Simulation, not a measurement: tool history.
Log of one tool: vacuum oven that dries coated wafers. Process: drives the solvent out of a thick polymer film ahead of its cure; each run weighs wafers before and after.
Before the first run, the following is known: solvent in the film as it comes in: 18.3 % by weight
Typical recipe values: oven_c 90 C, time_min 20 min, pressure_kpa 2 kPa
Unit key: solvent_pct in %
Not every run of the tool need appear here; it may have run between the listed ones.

| run | hour | oven_c | time_min | pressure_kpa | solvent_pct |
|---|---|---|---|---|---|
| 1 | 0 | 90 | 20 | 2 | 3.56 |
| 2 | 19.3 | 90 | 20 | 2 | 3.76 |
| 3 | 49 | 90 | 20 | 2 | 3.62 |
| 4 | 70 | 90 | 20 | 2 | 3.49 |
| 5 | 101.9 | 90 | 20 | 2 | 3.58 |
| 6 | 136.9 | 90 | 20 | 2 | 3.53 |
| 7 | 176.3 | 90 | 20 | 1.85 | 3.36 |
| 8 | 209.7 | 94 | 20 | 2 | 2.92 |
| 9 | 249.7 | 94 | 20 | 2 | 2.86 |
| 10 | 274.2 | 101 | 11 | 3.81 | 4.44 |
| 11 | 301.1 | 81 | 28 | 4.01 | 9.02 |
| 12 | 318.9 | 96 | 12 | 1.63 | 2.9 |
| 13 | 359.5 | 84 | 20 | 2 | 4.97 |
| 14 | 387.3 | 84 | 20 | 2 | 5.13 |

Estimate the outcome of run 15 from the log above:
| 15 | 420.5 | 89 | 20 | 2 | ? |

{"run 15": {"solvent_pct": 3.77}}
Take away the tool's hidden state, keep the run-to-run variation as it was, and the same run would have given solvent_pct 3.77 %.
